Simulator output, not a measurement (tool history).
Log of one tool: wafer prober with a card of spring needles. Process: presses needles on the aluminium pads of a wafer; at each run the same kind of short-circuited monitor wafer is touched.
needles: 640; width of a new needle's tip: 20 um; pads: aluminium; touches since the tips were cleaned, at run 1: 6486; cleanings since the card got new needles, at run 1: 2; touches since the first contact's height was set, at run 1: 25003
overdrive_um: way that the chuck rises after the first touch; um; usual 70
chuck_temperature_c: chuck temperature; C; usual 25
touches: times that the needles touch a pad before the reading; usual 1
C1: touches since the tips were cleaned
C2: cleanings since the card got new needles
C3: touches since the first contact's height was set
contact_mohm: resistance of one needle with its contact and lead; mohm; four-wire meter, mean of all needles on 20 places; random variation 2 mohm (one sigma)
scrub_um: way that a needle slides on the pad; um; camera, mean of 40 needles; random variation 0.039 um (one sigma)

Run 1, hour 0.0: usual settings; C1 6486; C2 2; C3 25003. Result: contact_mohm 221 mohm, scrub_um 16.95 um.
At hour 7.6: tips cleaned on abrasive film.
Run 2, hour 13.4: usual settings but overdrive_um 78 um; C1 1284; C2 3; C3 27954. Result: contact_mohm 220 mohm, scrub_um 18.96 um.
Run 3, hour 24.3: usual settings but overdrive_um 78 um; C1 3714; C2 3; C3 30384. Result: contact_mohm 218 mohm, scrub_um 18.94 um.
Run 4, hour 38.5: usual settings but overdrive_um 78 um; C1 6874; C2 3; C3 33544. Result: contact_mohm 217 mohm, scrub_um 18.95 um.
At hour 44.0: tips cleaned on abrasive film.
Run 5, hour 46.8: usual settings but overdrive_um 53 um; C1 620; C2 4; C3 35373. Result: contact_mohm 223 mohm, scrub_um 12.86 um.
Run 6, hour 61.2: usual settings but overdrive_um 53 um; C1 3845; C2 4; C3 38598. Result: contact_mohm 219 mohm, scrub_um 12.86 um.
Run 7, hour 71.9: usual settings but overdrive_um 53 um; C1 6222; C2 4; C3 40975. Result: contact_mohm 220 mohm, scrub_um 12.81 um.
At hour 80.3: tips cleaned on abrasive film.
Run 8, hour 81.9: usual settings but overdrive_um 53 um; C1 347; C2 5; C3 43174. Result: contact_mohm 219 mohm, scrub_um 12.88 um.
Run 9, hour 89.4: usual settings but overdrive_um 53 um; C1 2014; C2 5; C3 44841. Result: contact_mohm 224 mohm, scrub_um 12.88 um.
Run 10, hour 99.9: usual settings but overdrive_um 53 um; C1 4363; C2 5; C3 47190. Result: contact_mohm 223 mohm, scrub_um 12.82 um.
Run 11, hour 106.5: usual settings but overdrive_um 53 um; C1 5824; C2 5; C3 48651. Result: contact_mohm 221 mohm, scrub_um 12.82 um.
Run 12, hour 114.0: usual settings; C1 7491; C2 5; C3 50318. Result: contact_mohm 219 mohm, scrub_um 16.97 um.
At hour 117.3: tips cleaned on abrasive film.
Run 13, hour 121.8: usual settings; C1 1002; C2 6; C3 52047. Result: contact_mohm 214 mohm, scrub_um 17.01 um.
Run 14, hour 134.4: usual settings; C1 3802; C2 6; C3 54847. Result: contact_mohm 216 mohm, scrub_um 17.02 um.
Run 15, hour 143.0: usual settings; C1 5708; C2 6; C3 56753. Result: contact_mohm 215 mohm, scrub_um 16.93 um.
Run 16, hour 152.4: usual settings but overdrive_um 59 um; C1 7800; C2 6; C3 58845. Result: contact_mohm 220 mohm, scrub_um 14.30 um.
At hour 154.0: tips cleaned on abrasive film.
Run 17, hour 160.1: usual settings but overdrive_um 59 um; C1 1346; C2 7; C3 60542. Result: contact_mohm 221 mohm, scrub_um 14.31 um.
Run 18, hour 174.5: usual settings but overdrive_um 59 um; C1 4566; C2 7; C3 63762. Result: contact_mohm 220 mohm, scrub_um 14.30 um.
Run 19, hour 183.6: usual settings but overdrive_um 59 um; C1 6581; C2 7; C3 65777. Result: contact_mohm 225 mohm, scrub_um 14.31 um.
At hour 190.0: tips cleaned on abrasive film.
Run 20, hour 195.5: usual settings but overdrive_um 73 um, chuck_temperature_c 40 C; C1 1232; C2 8; C3 68413. Result: contact_mohm 224 mohm, scrub_um 17.73 um.
Run 21, hour 206.5: usual settings but overdrive_um 73 um, chuck_temperature_c 40 C; C1 3679; C2 8; C3 70860. Result: contact_mohm 225 mohm, scrub_um 17.69 um.
Run 22, hour 214.7: usual settings but overdrive_um 80 um, chuck_temperature_c 56 C; C1 5507; C2 8; C3 72688. Result: contact_mohm 224 mohm, scrub_um 19.46 um.
Run 23, hour 223.5: usual settings but overdrive_um 80 um, chuck_temperature_c 56 C; C1 7475; C2 8; C3 74656. Result: contact_mohm 222 mohm, scrub_um 19.38 um.
At hour 226.4: tips cleaned on abrasive film.
Run 24, hour 233.5: usual settings but overdrive_um 80 um, chuck_temperature_c 56 C; C1 1568; C2 9; C3 76847. Result: contact_mohm 223 mohm, scrub_um 19.39 um.
Run 25, hour 245.7: usual settings but overdrive_um 60 um, chuck_temperature_c 43 C; C1 4279; C2 9; C3 79558. Result: contact_mohm 226 mohm, scrub_um 14.52 um.
Run 26, hour 252.1: usual settings but overdrive_um 75 um, chuck_temperature_c 28 C; C1 5713; C2 9; C3 80992. Result: contact_mohm 222 mohm, scrub_um 18.20 um.
At hour 263.1: tips cleaned on abrasive film.
Run 27, hour 267.2: usual settings but overdrive_um 80 um, chuck_temperature_c 109 C; C1 898; C2 10; C3 84331. Result: contact_mohm 232 mohm, scrub_um 19.43 um.
Run 28, hour 281.0: usual settings but overdrive_um 87 um, chuck_temperature_c 43 C; C1 3985; C2 10; C3 87418. Result: contact_mohm 223 mohm, scrub_um 21.05 um.
Run 29, hour 291.1: usual settings but overdrive_um 64 um, touches 2; C1 6230; C2 10; C3 89663. Result: contact_mohm 222 mohm, scrub_um 15.48 um.
At hour 299.9: tips cleaned on abrasive film.
Run 30, hour 303.5: usual settings but overdrive_um 61 um, chuck_temperature_c 53 C; C1 809; C2 11; C3 92402. Result: contact_mohm 226 mohm, scrub_um 14.75 um.
Run 31, hour 311.3: usual settings but overdrive_um 72 um; C1 2531; C2 11; C3 94124. Result: contact_mohm 217 mohm, scrub_um 17.40 um.
Run 32, hour 322.4: usual settings but touches 2; C1 5012; C2 11; C3 96605. Result: contact_mohm 219 mohm, scrub_um 16.95 um.
Run 33, hour 329.8: usual settings but overdrive_um 71 um, chuck_temperature_c 62 C, touches 3; C1 6656; C2 11; C3 98249. Result: contact_mohm 230 mohm, scrub_um 17.17 um.
At hour 336.2: tips cleaned on abrasive film.
Run 34, hour 344.8: usual settings but chuck_temperature_c 69 C, touches 2; C1 1917; C2 12; C3 101581. Result: contact_mohm 226 mohm, scrub_um 16.96 um.
Run 35, hour 359.1: usual settings but overdrive_um 50 um, chuck_temperature_c 123 C, touches 2; C1 5093; C2 12; C3 104757. Result: contact_mohm 249 mohm, scrub_um 12.17 um.

Forecast each of these 4 alternatives for the next run:
At hour 373.2: tips cleaned on abrasive film.
Run A, hour 373.2: usual settings but overdrive_um 90 um, chuck_temperature_c 32 C; C1 12; C2 13; C3 107881. Result: contact_mohm ?, scrub_um ?.
At hour 373.2: tips cleaned on abrasive film.
Run B, hour 373.2: usual settings but overdrive_um 89 um, chuck_temperature_c 53 C; C1 12; C2 13; C3 107881. Result: contact_mohm ?, scrub_um ?.
At hour 373.2: tips cleaned on abrasive film.
Run C, hour 373.2: usual settings but overdrive_um 50 um, chuck_temperature_c 82 C, touches 2; C1 12; C2 13; C3 107881. Result: contact_mohm ?, scrub_um ?.
At hour 373.2: tips cleaned on abrasive film.
Run D, hour 373.2: usual settings but overdrive_um 50 um, chuck_temperature_c 48 C, touches 2; C1 12; C2 13; C3 107881. Result: contact_mohm ?, scrub_um ?.

run  contact_mohm  scrub_um
  A           222     21.80
  B           223     21.53
  C           237     12.10
  D           225     12.13
Without the tool's hidden state the same runs would have given:
run  contact_mohm  scrub_um
  A           222     21.82
  B           223     21.54
  C           237     12.12
  D           225     12.14

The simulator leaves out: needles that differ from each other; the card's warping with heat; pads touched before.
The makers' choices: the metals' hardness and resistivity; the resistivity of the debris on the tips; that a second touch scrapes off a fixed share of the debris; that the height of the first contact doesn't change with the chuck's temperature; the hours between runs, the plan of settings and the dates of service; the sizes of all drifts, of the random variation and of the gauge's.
